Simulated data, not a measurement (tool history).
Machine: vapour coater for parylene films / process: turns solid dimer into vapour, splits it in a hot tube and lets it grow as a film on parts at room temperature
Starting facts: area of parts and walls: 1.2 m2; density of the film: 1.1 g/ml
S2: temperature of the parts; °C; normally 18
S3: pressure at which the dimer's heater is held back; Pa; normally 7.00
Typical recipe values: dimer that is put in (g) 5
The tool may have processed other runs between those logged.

Run 1, hour 0.0: usual settings. Result: thickness of the film (µm) 2.74.
Run 2, hour 15.5: usual settings. Result: thickness of the film (µm) 2.73.
Run 3, hour 23.4: usual settings. Result: thickness of the film (µm) 2.74.
Run 4, hour 34.5: usual settings but S3 2.78 Pa. Result: thickness of the film (µm) 3.14.
Run 5, hour 43.8: usual settings but dimer that is put in (g) 4. Result: thickness of the film (µm) 2.17.
Run 6, hour 52.4: usual settings but S2 11 °C. Result: thickness of the film (µm) 3.46.
Run 7, hour 68.0: usual settings but S2 11 °C. Result: thickness of the film (µm) 3.45.
Run 8, hour 77.8: usual settings but S2 11 °C. Result: thickness of the film (µm) 3.45.
Run 9, hour 84.6: usual settings but S2 23 °C. Result: thickness of the film (µm) 2.31.
Run 10, hour 100.1: usual settings but S2 23 °C. Result: thickness of the film (µm) 2.29.
Run 11, hour 108.6: usual settings but S2 23 °C. Result: thickness of the film (µm) 2.29.
Run 12, hour 115.6: usual settings but S2 23 °C. Result: thickness of the film (µm) 2.29.
Run 13, hour 125.9: usual settings but S2 14 °C. Result: thickness of the film (µm) 3.10.
At hour 131.2: trap's valve overhauled.
Run 14, hour 140.7: usual settings but dimer that is put in (g) 3. Result: thickness of the film (µm) 1.60.
Run 15, hour 149.6: usual settings but S2 22 °C. Result: thickness of the film (µm) 2.32.
Run 16, hour 161.5: usual settings but S3 2.20 Pa. Result: thickness of the film (µm) 3.17.
Run 17, hour 177.8: usual settings. Result: thickness of the film (µm) 2.64.
At hour 186.5: trap's valve overhauled, once more.
Run 18, hour 189.6: usual settings. Result: thickness of the film (µm) 2.80.
Run 19, hour 198.0: usual settings. Result: thickness of the film (µm) 2.81.
Run 20, hour 208.4: usual settings but S3 6.76 Pa. Result: thickness of the film (µm) 2.81.
Run 21, hour 223.4: usual settings. Result: thickness of the film (µm) 2.78.
Run 22, hour 236.2: usual settings. Result: thickness of the film (µm) 2.78.
Run 23, hour 250.9: usual settings. Result: thickness of the film (µm) 2.76.
Run 24, hour 261.3: usual settings. Result: thickness of the film (µm) 2.78.
Run 25, hour 274.1: usual settings but dimer that is put in (g) 4, S3 3.43 Pa. Result: thickness of the film (µm) 2.48.
Run 26, hour 287.7: usual settings but dimer that is put in (g) 4, S3 6.33 Pa. Result: thickness of the film (µm) 2.23.
Run 27, hour 301.9: usual settings but dimer that is put in (g) 4, S3 6.33 Pa. Result: thickness of the film (µm) 2.24.
Run 28, hour 317.6: usual settings but dimer that is put in (g) 4, S3 6.33 Pa. Result: thickness of the film (µm) 2.23.
Run 29, hour 327.1: usual settings but dimer that is put in (g) 4, S3 6.33 Pa. Result: thickness of the film (µm) 2.25.
Run 30, hour 337.7: usual settings but dimer that is put in (g) 3. Result: thickness of the film (µm) 1.66.
Run 31, hour 351.8: usual settings but S2 17 °C. Result: thickness of the film (µm) 2.83.
Run 32, hour 366.0: usual settings but S2 22 °C, S3 2.11 Pa. Result: thickness of the film (µm) 2.85.
Run 33, hour 378.2: usual settings but S2 22 °C, S3 2.11 Pa. Result: thickness of the film (µm) 2.87.
Run 34, hour 387.4: usual settings but S2 10 °C, S3 2.38 Pa. Result: thickness of the film (µm) 3.60.
Run 35, hour 399.6: usual settings but dimer that is put in (g) 6. Result: thickness of the film (µm) 3.26.
Run 36, hour 411.4: usual settings but dimer that is put in (g) 6, S2 16 °C. Result: thickness of the film (µm) 3.50.
Run 37, hour 419.4: usual settings but S2 24 °C, S3 4.47 Pa. Result: thickness of the film (µm) 2.37.
Run 38, hour 432.0: usual settings but dimer that is put in (g) 3, S2 24 °C, S3 4.68 Pa. Result: thickness of the film (µm) 1.43.
Run 39, hour 444.3: usual settings but S2 16 °C. Result: thickness of the film (µm) 2.90.
Run 40, hour 452.9: usual settings but S2 16 °C. Result: thickness of the film (µm) 2.91.
Run 41, hour 463.9: usual settings but S2 24 °C, S3 8.50 Pa. Result: thickness of the film (µm) 2.15.
Run 42, hour 475.1: usual settings but dimer that is put in (g) 4, S2 30 °C, S3 6.85 Pa. Result: thickness of the film (µm) 1.43.
Run 43, hour 491.6: usual settings but S2 30 °C, S3 4.44 Pa. Result: thickness of the film (µm) 1.94.
Run 44, hour 507.0: usual settings but dimer that is put in (g) 7, S2 30 °C, S3 2.74 Pa. Result: thickness of the film (µm) 2.89.
Run 45, hour 516.3: usual settings but dimer that is put in (g) 4, S2 22 °C, S3 2.49 Pa. Result: thickness of the film (µm) 2.20.
Run 46, hour 525.5: usual settings but dimer that is put in (g) 7, S2 26 °C, S3 3.98 Pa. Result: thickness of the film (µm) 3.14.

Pick out some run-to-run changes in thickness of the film (µm). Of each, how much would a tool without hidden state show as well, from the settings, what came in and chance, and how much is left for the hidden state and any gauge scatter not in both results compared?
Hidden state present: vapour lost through the trap's worn valve, %; true temperature of the parts over the reading, C; drift of the gauge itself on film_um, %.
Run 5 -> 6: dimer that is put in (g) 4 -> 5, S2 18 -> 11. thickness of the film (µm) +1.29: hidden state -0.02, all else +1.31.
Run 13 -> 14: dimer that is put in (g) 5 -> 3, S2 14 -> 18, trap's valve overhauled. thickness of the film (µm) -1.50: hidden state +0.01, all else -1.51.
Run 14 -> 15: dimer that is put in (g) 3 -> 5, S2 18 -> 22. thickness of the film (µm) +0.72: hidden state -0.04, all else +0.76.
Run 15 -> 16: S2 22 -> 18, S3 7.00 -> 2.20. thickness of the film (µm) +0.85: hidden state -0.04, all else +0.89.
Run 17 -> 18: trap's valve overhauled, once more. thickness of the film (µm) +0.16: hidden state +0.15, all else +0.01.
Run 38 -> 39: dimer that is put in (g) 3 -> 5, S2 24 -> 16, S3 4.68 -> 7.00. thickness of the film (µm) +1.47: hidden state -0.04, all else +1.51.
